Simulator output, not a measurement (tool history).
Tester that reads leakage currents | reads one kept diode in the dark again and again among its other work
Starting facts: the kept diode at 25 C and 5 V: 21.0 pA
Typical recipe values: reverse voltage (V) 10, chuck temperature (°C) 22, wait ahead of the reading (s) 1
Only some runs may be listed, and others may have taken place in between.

run   hour  reverse voltage (V)  chuck temperature (°C)  wait ahead of the reading (s)  current that the tester gives (pA)
  1      0                   10                      22                              1                               34.82
  2   31.5                   10                      22                           9.96                               34.67
  3   59.3                   10                      22                           9.96                               34.87
  4   74.3                   10                      22                           9.96                               34.84
  5   91.5                   10                      22                           9.96                               35.15
  6  118.9                   10                      22                              1                               35.91
  7  137.2                   10                      22                              1                               36.13
  8  165.6                   10                      22                              1                               36.26
  9  196.6                   10                      41                              1                              124.96
 10    211                   10                      41                              1                              125.62
 11  238.1                    7                      36                           0.43                               75.06
 12  265.1                  3.1                      20                           3.57                               16.17
 13  289.9                  3.1                      20                           3.57                               16.33
 14  316.3                  1.8                      22                              1                               14.19
 15    342                  5.8                      24                              1                                30.8
 16  365.5                  1.3                      39                              1                                42.6
 17  392.4                  1.3                      39                              1                               42.41
 18  417.9                   10                      21                           0.79                               36.49
 19  436.2                  2.7                      26                           0.46                               23.53

Predict each of these 3 candidate next runs independently; none follows another, all start after run 19:
  A  461.4                  1.2                      47                           0.46                                   ?
  B  461.4                  1.5                      30                           0.42                                   ?
  C  461.4                 17.9                      22                              1                                   ?

run  current that the tester gives (pA)
  A                               73.17
  B                               23.51
  C                               56.77
With no hidden state in the tool, these same runs would have given:
run  current that the tester gives (pA)
  A                               64.53
  B                               19.19
  C                               29.42
